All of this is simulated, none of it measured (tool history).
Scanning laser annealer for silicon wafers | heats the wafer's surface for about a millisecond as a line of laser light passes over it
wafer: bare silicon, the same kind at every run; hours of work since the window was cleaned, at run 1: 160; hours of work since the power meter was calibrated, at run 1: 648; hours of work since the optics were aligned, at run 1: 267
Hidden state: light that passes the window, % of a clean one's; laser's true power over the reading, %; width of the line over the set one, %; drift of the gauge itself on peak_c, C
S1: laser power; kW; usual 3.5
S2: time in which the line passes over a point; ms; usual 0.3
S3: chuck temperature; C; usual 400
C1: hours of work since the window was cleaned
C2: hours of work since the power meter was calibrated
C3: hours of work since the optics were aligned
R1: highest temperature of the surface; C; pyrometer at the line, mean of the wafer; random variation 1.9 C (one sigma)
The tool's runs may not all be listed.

run 1 day=0 | S1=3.5 S2=0.3 S3=400 | C1=160 C2=648 C3=267 | R1=1115
run 2 day=1.108 | S1=3.5 S2=0.3 S3=362 | C1=176 C2=664 C3=282 | R1=1077
run 3 day=1.858 | S1=3.5 S2=0.3 S3=392 | C1=186 C2=674 C3=293 | R1=1106
run 4 day=2.804 | S1=3.5 S2=0.284 S3=392 | C1=200 C2=688 C3=306 | R1=1082
run 5 day=3.592 | S1=3.5 S2=0.3 S3=400 | C1=211 C2=699 C3=317 | R1=1112
run 6 day=4.525 | S1=3.5 S2=0.3 S3=397 | C1=224 C2=712 C3=330 | R1=1114
run 7 day=5.579 | S1=3.5 S2=0.3 S3=426 | C1=238 C2=726 C3=345 | R1=1140
run 8 day=6.633 | S1=3.5 S2=0.3 S3=378 | C1=253 C2=741 C3=359 | R1=1088
run 9 day=7.767 | S1=3.5 S2=0.3 S3=426 | C1=269 C2=757 C3=375 | R1=1134
run 10 day=8.846 | S1=3.5 S2=0.3 S3=426 | C1=284 C2=772 C3=390 | R1=1137
run 11 day=9.717 | S1=3.5 S2=0.3 S3=426 | C1=296 C2=784 C3=402 | R1=1134
run 12 day=10.717 | S1=3.5 S2=0.3 S3=426 | C1=310 C2=798 C3=416 | R1=1135
run 13 day=11.533 | S1=3.5 S2=0.3 S3=414 | C1=322 C2=809 C3=428 | R1=1125
run 14 day=12.5 | S1=3.5 S2=0.3 S3=414 | C1=335 C2=823 C3=441 | R1=1125
run 15 day=13.096 | S1=3.5 S2=0.3 S3=414 | C1=343 C2=831 C3=449 | R1=1126
run 16 day=14.017 | S1=3.5 S2=0.3 S3=414 | C1=356 C2=844 C3=462 | R1=1121
run 17 day=14.921 | S1=3.5 S2=0.3 S3=414 | C1=369 C2=857 C3=475 | R1=1121
run 18 day=15.442 | S1=3.5 S2=0.3 S3=414 | C1=376 C2=864 C3=482 | R1=1118
run 19 day=16.596 | S1=3.5 S2=0.3 S3=414 | C1=392 C2=880 C3=498 | R1=1120
run 20 day=17.417 | S1=3.116 S2=0.3 S3=400 | C1=404 C2=892 C3=510 | R1=1024
run 21 day=17.946 | S1=3.5 S2=0.3 S3=400 | C1=411 C2=899 C3=517 | R1=1109
-- day=18.079 window over the wafer cleaned
run 22 day=19.171 | S1=3.5 S2=0.3 S3=400 | C1=15 C2=915 C3=533 | R1=1096
run 23 day=20.262 | S1=3.5 S2=0.3 S3=372 | C1=30 C2=930 C3=548 | R1=1069
run 24 day=20.95 | S1=3.5 S2=0.326 S3=400 | C1=40 C2=940 C3=558 | R1=1134
run 25 day=21.983 | S1=3.5 S2=0.326 S3=400 | C1=55 C2=954 C3=572 | R1=1134
run 26 day=22.483 | S1=3.069 S2=0.297 S3=375 | C1=62 C2=961 C3=579 | R1=974
run 27 day=23.617 | S1=3.804 S2=0.211 S3=439 | C1=77 C2=977 C3=595 | R1=1055
run 28 day=24.171 | S1=3.804 S2=0.211 S3=439 | C1=85 C2=985 C3=603 | R1=1059
run 29 day=24.733 | S1=3.483 S2=0.32 S3=439 | C1=93 C2=993 C3=611 | R1=1156
-- day=25.275 window over the wafer cleaned, once more
run 30 day=25.383 | S1=3.217 S2=0.32 S3=360 | C1=2 C2=1001 C3=619 | R1=1047
run 31 day=26.483 | S1=3.262 S2=0.346 S3=382 | C1=17 C2=1016 C3=634 | R1=1111
run 32 day=27.675 | S1=3.5 S2=0.269 S3=400 | C1=34 C2=1033 C3=651 | R1=1075
run 33 day=28.196 | S1=3.5 S2=0.269 S3=400 | C1=41 C2=1040 C3=658 | R1=1076
run 34 day=29.079 | S1=3.5 S2=0.269 S3=400 | C1=53 C2=1052 C3=670 | R1=1075
run 35 day=29.804 | S1=3.5 S2=0.345 S3=433 | C1=63 C2=1062 C3=681 | R1=1216
run 36 day=30.567 | S1=3.5 S2=0.345 S3=433 | C1=74 C2=1073 C3=691 | R1=1214
run 37 day=31.221 | S1=3.5 S2=0.345 S3=433 | C1=83 C2=1082 C3=700 | R1=1212
run 38 day=32.1 | S1=3.5 S2=0.345 S3=433 | C1=95 C2=1094 C3=713 | R1=1213
run 39 day=32.962 | S1=3.463 S2=0.3 S3=432 | C1=107 C2=1106 C3=725 | R1=1140
run 40 day=33.854 | S1=3.651 S2=0.3 S3=439 | C1=120 C2=1119 C3=737 | R1=1188
run 41 day=34.667 | S1=3.5 S2=0.281 S3=400 | C1=131 C2=1130 C3=748 | R1=1091
run 42 day=35.767 | S1=3.7 S2=0.354 S3=400 | C1=146 C2=1146 C3=764 | R1=1239

Some steps in R1 between neighbouring runs. How much of each would the tool show without its hidden state too (settings, what came in, random variation), and how much is left for the hidden state, with any gauge scatter that isn't in both results?
Run 21 -> 22: window over the wafer cleaned. R1 -13 C: hidden state -8, all else -5.
Run 25 -> 26: S1 3.5 -> 3.069, S2 0.326 -> 0.297, S3 400 -> 375. R1 -160 C: hidden state +5, all else -165.
Run 29 -> 30: S1 3.483 -> 3.217, S3 439 -> 360, window over the wafer cleaned, once more. R1 -109 C: hidden state +28, all else -137.
Run 34 -> 35: S2 0.269 -> 0.345, S3 400 -> 433. R1 +141 C: hidden state -1, all else +142.
Run 41 -> 42: S1 3.5 -> 3.7, S2 0.281 -> 0.354. R1 +148 C: hidden state -3, all else +151.
